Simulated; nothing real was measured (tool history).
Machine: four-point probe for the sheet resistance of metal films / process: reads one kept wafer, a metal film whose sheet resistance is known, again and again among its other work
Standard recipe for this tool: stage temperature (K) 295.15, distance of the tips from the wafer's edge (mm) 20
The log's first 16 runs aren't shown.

run     day  stage temperature (K)  distance of the tips from the wafer's edge (mm)  sheet resistance as the instrument gives it (ohm/square)
     21.938  -- stage's thermometer calibrated, once more
 17  22.079                 295.15                                               67                                                  1.517024
 18  23.875                 301.15                                               20                                                  1.524856
 19    25.5                 301.15                                               20                                                  1.524147
 20  27.004                 295.15                                               28                                                  1.517503
 21  27.771                 301.15                                                4                                                  1.571997
 22  29.562                 301.15                                                6                                                  1.544684
 23  31.383                 302.15                                               11                                                  1.529565
 24  32.475                 300.15                                               36                                                  1.521754
 25  33.362                 300.15                                                3                                                  1.606658
 26  35.017                 304.15                                                4                                                  1.574078
 27  36.338                 304.15                                                4                                                  1.573666
 28   38.15                 291.15                                               32                                                  1.513141
 29  39.138                 293.15                                               32                                                  1.515321
 30    40.4                 302.15                                               38                                                  1.522355
 31   41.75                 295.15                                                7                                                  1.532674
 32  42.758                 299.15                                                5                                                   1.55108
 33  44.425                 295.15                                               33                                                  1.516653
 34  45.292                 304.15                                               40                                                  1.525137
 35  47.054                 307.15                                                6                                                   1.54925
 36  47.817                 305.15                                               21                                                   1.52646
 37  49.538                 293.15                                               56                                                  1.513759
 38  51.254                 300.15                                               40                                                  1.520355

Branching from run 38: 3 alternative next runs. What would each branch give?
  A  52.892                 305.15                                               37                                                         ?
  B  52.892                 304.15                                                5                                                         ?
  C  52.892                 303.15                                               11                                                         ?

run  sheet resistance as the instrument gives it (ohm/square)
  A                                                  1.525041
  B                                                  1.555974
  C                                                  1.529372
With no hidden state in the tool, these same runs would have given:
run  sheet resistance as the instrument gives it (ohm/square)
  A                                                  1.528107
  B                                                  1.559099
  C                                                  1.532449
